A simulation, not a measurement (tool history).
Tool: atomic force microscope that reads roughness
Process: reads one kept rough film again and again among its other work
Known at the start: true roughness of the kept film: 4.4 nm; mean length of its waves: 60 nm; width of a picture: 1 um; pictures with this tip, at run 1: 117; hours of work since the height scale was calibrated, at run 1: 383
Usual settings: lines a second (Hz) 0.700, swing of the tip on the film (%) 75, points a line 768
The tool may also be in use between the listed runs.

run,hour,lines a second (Hz),swing of the tip on the film (%),points a line,pictures with this tip,hours of work since the height scale was calibrated,roughness of the kept film (nm (root mean square))
1,0.0,0.700,75,768,117,383,4.149
2,23.7,0.700,75,768,168,400,4.119
3,56.5,1.161,75,768,238,425,4.020
# hour 71.4: new tip fitted
4,89.2,1.161,75,768,38,449,4.018
5,115.6,1.161,75,768,94,468,4.046
6,155.2,1.161,75,768,179,498,4.072
7,186.5,0.700,75,768,246,521,4.109
# hour 196.2: new tip fitted
8,205.5,1.110,75,768,20,535,4.030
9,236.9,0.700,75,768,87,558,4.127
10,266.9,3.074,75,768,151,580,3.682
11,300.8,3.074,75,768,224,605,3.658
12,318.8,3.074,75,768,262,619,3.648
# hour 321.9: new tip fitted
13,352.1,3.074,75,768,64,643,3.648
14,385.1,0.700,63,768,135,668,4.163
15,420.4,0.700,63,768,210,694,4.194
16,442.9,0.700,79,768,258,711,4.055
# hour 447.2: new tip fitted
17,462.8,2.534,75,768,34,725,3.755
18,488.1,2.534,68,417,88,744,3.911
19,525.2,3.237,79,502,167,771,3.487
20,553.1,3.237,79,502,227,792,3.515
# hour 572.2: new tip fitted
21,572.6,3.197,87,632,1,806,3.255

Forecast run 22:
22,604.5,3.197,83,920,69,830,?

{"run 22": {"roughness of the kept film (nm (root mean square))": 3.419}}
Without the tool's hidden state the same run would have given roughness of the kept film (nm (root mean square)) 3.421.
